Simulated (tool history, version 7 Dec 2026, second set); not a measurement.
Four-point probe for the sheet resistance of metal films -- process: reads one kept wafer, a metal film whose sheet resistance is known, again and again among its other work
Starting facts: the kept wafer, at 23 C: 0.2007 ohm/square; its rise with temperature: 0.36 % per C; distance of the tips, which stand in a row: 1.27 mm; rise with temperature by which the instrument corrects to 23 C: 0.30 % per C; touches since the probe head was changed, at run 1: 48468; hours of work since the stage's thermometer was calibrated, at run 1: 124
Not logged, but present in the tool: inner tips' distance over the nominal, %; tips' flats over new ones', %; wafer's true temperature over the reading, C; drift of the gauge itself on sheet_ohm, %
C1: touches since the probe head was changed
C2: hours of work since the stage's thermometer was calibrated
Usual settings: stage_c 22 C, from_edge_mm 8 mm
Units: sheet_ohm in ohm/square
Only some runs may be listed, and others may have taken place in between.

Run 1, hour 0: usual settings; C1 48468; C2 124. Result: sheet_ohm 0.203372 ohm/square.
Run 2, hour 54.2: usual settings; C1 50390; C2 157. Result: sheet_ohm 0.203248 ohm/square.
Run 3, hour 109.9: usual settings but from_edge_mm 29 mm; C1 52364; C2 189. Result: sheet_ohm 0.200796 ohm/square.
Run 4, hour 168.5: usual settings but from_edge_mm 29 mm; C1 54442; C2 224. Result: sheet_ohm 0.200776 ohm/square.
Run 5, hour 228.5: usual settings but stage_c 24 C; C1 56567; C2 260. Result: sheet_ohm 0.203542 ohm/square.
Run 6, hour 270.2: usual settings but stage_c 24 C; C1 58045; C2 284. Result: sheet_ohm 0.203549 ohm/square.
Run 7, hour 298: usual settings but from_edge_mm 7 mm; C1 59032; C2 301. Result: sheet_ohm 0.204091 ohm/square.
Run 8, hour 343.7: usual settings but from_edge_mm 7 mm; C1 60653; C2 328. Result: sheet_ohm 0.204035 ohm/square.
Run 9, hour 390.4: usual settings but from_edge_mm 7 mm; C1 62307; C2 355. Result: sheet_ohm 0.204071 ohm/square.
Run 10, hour 422.6: usual settings but stage_c 19 C, from_edge_mm 6 mm; C1 63451; C2 374. Result: sheet_ohm 0.204899 ohm/square.
Run 11, hour 476.3: usual settings but stage_c 28 C, from_edge_mm 4 mm; C1 65354; C2 406. Result: sheet_ohm 0.211742 ohm/square.
Run 12, hour 529: usual settings but stage_c 35 C, from_edge_mm 3 mm; C1 67220; C2 437. Result: sheet_ohm 0.21994 ohm/square.

What if the next run were any one of these 3? Each begins from the tool's condition after run 12:
Run A, hour 560.9: usual settings but stage_c 20 C, from_edge_mm 10 mm; C1 68351; C2 456. Result: sheet_ohm ?.
Run B, hour 560.9: usual settings but stage_c 30 C, from_edge_mm 7 mm; C1 68351; C2 456. Result: sheet_ohm ?.
Run C, hour 560.9: usual settings but stage_c 23 C, from_edge_mm 22 mm; C1 68351; C2 456. Result: sheet_ohm ?.

run  sheet_ohm
  A   0.202054
  B   0.205176
  C   0.201105
The same runs, with their run-to-run variation unchanged, on a tool lacking any hidden condition would have given:
run  sheet_ohm
  A   0.202034
  B   0.205157
  C   0.201086
